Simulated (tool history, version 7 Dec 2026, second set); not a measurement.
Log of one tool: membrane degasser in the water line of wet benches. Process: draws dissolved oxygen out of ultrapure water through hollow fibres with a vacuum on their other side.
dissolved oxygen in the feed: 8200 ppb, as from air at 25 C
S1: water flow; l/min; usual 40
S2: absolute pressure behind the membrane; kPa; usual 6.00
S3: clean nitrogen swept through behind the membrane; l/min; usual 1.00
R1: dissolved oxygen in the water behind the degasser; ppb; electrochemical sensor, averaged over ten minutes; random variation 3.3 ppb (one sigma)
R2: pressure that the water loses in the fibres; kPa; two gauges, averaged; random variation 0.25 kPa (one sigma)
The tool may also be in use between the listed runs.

Run 1, hour 0.0: usual settings. Result: R1 334.0 ppb, R2 65.42 kPa.
Run 2, hour 229.6: usual settings but S2 11.15 kPa. Result: R1 709.7 ppb, R2 65.18 kPa.
Run 3, hour 387.6: usual settings but S2 11.15 kPa. Result: R1 700.4 ppb, R2 65.27 kPa.
At hour 596.4: vacuum gauge calibrated.
Run 4, hour 616.4: usual settings but S2 11.15 kPa. Result: R1 691.2 ppb, R2 65.46 kPa.
Run 5, hour 760.2: usual settings but S2 11.15 kPa. Result: R1 705.0 ppb, R2 65.03 kPa.
Run 6, hour 893.1: usual settings. Result: R1 333.2 ppb, R2 65.32 kPa.
Run 7, hour 1016.4: usual settings. Result: R1 332.1 ppb, R2 65.10 kPa.
Run 8, hour 1170.7: usual settings. Result: R1 332.1 ppb, R2 65.31 kPa.
Run 9, hour 1311.5: usual settings but S2 4.09 kPa. Result: R1 186.3 ppb, R2 65.26 kPa.
Run 10, hour 1567.7: usual settings but S2 4.09 kPa. Result: R1 186.0 ppb, R2 65.62 kPa.
Run 11, hour 1813.2: usual settings. Result: R1 333.7 ppb, R2 65.47 kPa.
Run 12, hour 2010.5: usual settings. Result: R1 335.2 ppb, R2 65.73 kPa.
Run 13, hour 2239.4: usual settings. Result: R1 331.9 ppb, R2 65.70 kPa.
Run 14, hour 2381.4: usual settings but S1 27 l/min, S2 6.26 kPa, S3 0.93 l/min. Result: R1 213.6 ppb, R2 44.29 kPa.
Run 15, hour 2607.9: usual settings but S1 53 l/min, S2 6.61 kPa. Result: R1 573.9 ppb, R2 87.70 kPa.
Run 16, hour 2818.1: usual settings but S1 53 l/min, S2 6.61 kPa. Result: R1 567.0 ppb, R2 87.48 kPa.
Run 17, hour 2947.0: usual settings but S2 4.94 kPa, S3 1.06 l/min. Result: R1 249.1 ppb, R2 65.90 kPa.
Run 18, hour 3194.2: usual settings but S1 34 l/min, S2 3.92 kPa, S3 1.73 l/min. Result: R1 101.6 ppb, R2 55.66 kPa.
Run 19, hour 3385.8: usual settings but S1 60 l/min, S2 5.10 kPa, S3 2.13 l/min. Result: R1 442.4 ppb, R2 99.07 kPa.
Run 20, hour 3635.1: usual settings but S1 37 l/min, S3 1.08 l/min. Result: R1 283.9 ppb, R2 60.86 kPa.
Run 21, hour 3923.7: usual settings but S1 28 l/min, S2 5.62 kPa, S3 1.11 l/min. Result: R1 166.0 ppb, R2 46.04 kPa.
Run 22, hour 4044.2: usual settings but S1 28 l/min, S2 13.73 kPa, S3 0.84 l/min. Result: R1 708.5 ppb, R2 46.40 kPa.
Run 23, hour 4264.2: usual settings but S1 28 l/min, S2 13.73 kPa, S3 0.84 l/min. Result: R1 701.9 ppb, R2 46.18 kPa.
Run 24, hour 4525.4: usual settings but S1 34 l/min, S2 5.32 kPa, S3 0.70 l/min. Result: R1 258.4 ppb, R2 56.64 kPa.
Run 25, hour 4709.5: usual settings but S1 34 l/min, S2 5.87 kPa, S3 0.92 l/min. Result: R1 267.3 ppb, R2 56.18 kPa.

5 ways to go on from here, each from the tool as it stands after run 25. What would each give?
Run A, hour 4954.8: usual settings but S1 34 l/min, S2 5.87 kPa, S3 1.28 l/min. Result: R1 ?, R2 ?.
Run B, hour 4954.8: usual settings but S1 30 l/min, S2 3.60 kPa, S3 0.73 l/min. Result: R1 ?, R2 ?.
Run C, hour 4954.8: usual settings but S1 25 l/min, S2 7.90 kPa, S3 1.38 l/min. Result: R1 ?, R2 ?.
Run D, hour 4954.8: usual settings but S1 60 l/min, S2 5.37 kPa, S3 1.29 l/min. Result: R1 ?, R2 ?.
Run E, hour 4954.8: usual settings but S1 34 l/min, S2 5.87 kPa, S3 1.89 l/min. Result: R1 ?, R2 ?.

run     R1     R2
  A  213.8  56.10
  B   78.6  49.91
  C  208.0  41.53
  D  517.3  98.98
  E  176.2  55.90
Without the tool's hidden state the same runs would have given:
run     R1     R2
  A  213.3  55.30
  B   78.1  49.20
  C  207.7  40.94
  D  516.1  97.57
  E  175.8  55.10
